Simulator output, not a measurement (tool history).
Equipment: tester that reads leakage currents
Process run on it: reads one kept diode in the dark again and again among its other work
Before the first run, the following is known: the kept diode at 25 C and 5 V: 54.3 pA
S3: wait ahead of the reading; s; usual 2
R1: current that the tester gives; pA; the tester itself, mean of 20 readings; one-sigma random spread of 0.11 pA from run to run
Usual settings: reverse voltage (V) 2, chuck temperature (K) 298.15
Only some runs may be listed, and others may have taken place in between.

Run 1, hour 0: usual settings. Result: R1 29.2 pA.
Run 2, hour 78: usual settings. Result: R1 29.09 pA.
Run 3, hour 161.3: usual settings. Result: R1 29.04 pA.
Run 4, hour 216.4: usual settings. Result: R1 28.95 pA.
Run 5, hour 287.6: usual settings but reverse voltage (V) 14.21. Result: R1 90.5 pA.
Run 6, hour 342: usual settings. Result: R1 28.67 pA.
Run 7, hour 429: usual settings. Result: R1 28.67 pA.
Run 8, hour 497.6: usual settings. Result: R1 28.67 pA.
Run 9, hour 561: usual settings. Result: R1 28.62 pA.
Run 10, hour 646.5: usual settings. Result: R1 28.46 pA.
Run 11, hour 726.8: usual settings. Result: R1 28.33 pA.
Run 12, hour 773.5: usual settings but reverse voltage (V) 1.96. Result: R1 27.89 pA.
Run 13, hour 870.5: usual settings but reverse voltage (V) 1.96. Result: R1 27.82 pA.
Run 14, hour 954.5: usual settings but reverse voltage (V) 1.96. Result: R1 27.88 pA.
Run 15, hour 1005.3: usual settings but reverse voltage (V) 1.96. Result: R1 27.74 pA.
At hour 1081.8: chuck's temperature calibrated.
Run 16, hour 1099.7: usual settings but reverse voltage (V) 1.96. Result: R1 33.67 pA.
Run 17, hour 1193.1: usual settings but reverse voltage (V) 1.96. Result: R1 33.84 pA.
Run 18, hour 1265.7: usual settings but S3 0.56 s. Result: R1 34.2 pA.
Run 19, hour 1309: usual settings but S3 0.56 s. Result: R1 34.1 pA.
Run 20, hour 1362.4: usual settings but reverse voltage (V) 8.32, chuck temperature (K) 301.15, S3 0.56 s. Result: R1 102.52 pA.
Run 21, hour 1409.4: usual settings but chuck temperature (K) 314.15, S3 0.96 s. Result: R1 131.44 pA.
Run 22, hour 1493.2: usual settings but chuck temperature (K) 314.15, S3 0.96 s. Result: R1 130.52 pA.
Run 23, hour 1589.2: usual settings but reverse voltage (V) 10.62, chuck temperature (K) 294.15. Result: R1 64.91 pA.
Run 24, hour 1683.3: usual settings but reverse voltage (V) 7.58, chuck temperature (K) 316.15, S3 7.54 s. Result: R1 328.83 pA.
Run 25, hour 1766: usual settings but reverse voltage (V) 1.48, chuck temperature (K) 296.15, S3 6.9 s. Result: R1 23.27 pA.
Run 26, hour 1826.7: usual settings but chuck temperature (K) 303.15, S3 1.84 s. Result: R1 51.23 pA.
Run 27, hour 1918.3: usual settings but chuck temperature (K) 300.15, S3 1.84 s. Result: R1 39.4 pA.
Run 28, hour 1979: usual settings but chuck temperature (K) 300.15, S3 0.63 s. Result: R1 39.21 pA.
Run 29, hour 2046.6: usual settings but reverse voltage (V) 12.48, chuck temperature (K) 309.15. Result: R1 244.17 pA.
Run 30, hour 2088.3: usual settings but reverse voltage (V) 12.48, chuck temperature (K) 309.15. Result: R1 245.12 pA.
Run 31, hour 2181: usual settings but reverse voltage (V) 5.63, S3 5.61 s. Result: R1 60.85 pA.
Run 32, hour 2279.3: usual settings but reverse voltage (V) 17.6, S3 5.61 s. Result: R1 122.95 pA.
Run 33, hour 2333.7: usual settings but reverse voltage (V) 17.6, S3 5.61 s. Result: R1 122.56 pA.
Run 34, hour 2389.1: usual settings but reverse voltage (V) 17.6, S3 2.1 s. Result: R1 122.36 pA.
Run 35, hour 2472.4: usual settings but reverse voltage (V) 1.12, chuck temperature (K) 319.15, S3 7.28 s. Result: R1 132.13 pA.
Run 36, hour 2559.7: usual settings but reverse voltage (V) 1.12, chuck temperature (K) 307.15, S3 7.59 s. Result: R1 49.3 pA.

Selected run-to-run steps in R1, each split into two signed amounts: the part the tool would show with no hidden state at all (from settings, incoming material and random variation), and the remainder, which goes to the hidden state together with any gauge scatter not common to the measured and the hidden-state-free results:
The tool's hidden condition here consists of: stray current of the dirty probe card, pA a volt; current scale over the true one, %; true chuck temperature over the reading, C; drift of the gauge itself on leakage_pa, %.
Run 15 -> 16: chuck's temperature calibrated. R1 +5.93 pA: hidden state +5.96, all else -0.03.
Run 23 -> 24: reverse voltage (V) 10.62 -> 7.58, chuck temperature (K) 294.15 -> 316.15, S3 2 -> 7.54. R1 +263.92 pA: hidden state -4.92, all else +268.84.
Run 24 -> 25: reverse voltage (V) 7.58 -> 1.48, chuck temperature (K) 316.15 -> 296.15, S3 7.54 -> 6.9. R1 -305.56 pA: hidden state -1.06, all else -304.5.
Run 28 -> 29: reverse voltage (V) 2 -> 12.48, chuck temperature (K) 300.15 -> 309.15, S3 0.63 -> 2. R1 +204.96 pA: hidden state +1.89, all else +203.07.
Run 31 -> 32: reverse voltage (V) 5.63 -> 17.6. R1 +62.1 pA: hidden state +8.22, all else +53.88.
Run 34 -> 35: reverse voltage (V) 17.6 -> 1.12, chuck temperature (K) 298.15 -> 319.15, S3 2.1 -> 7.28. R1 +9.77 pA: hidden state -16.73, all else +26.5.
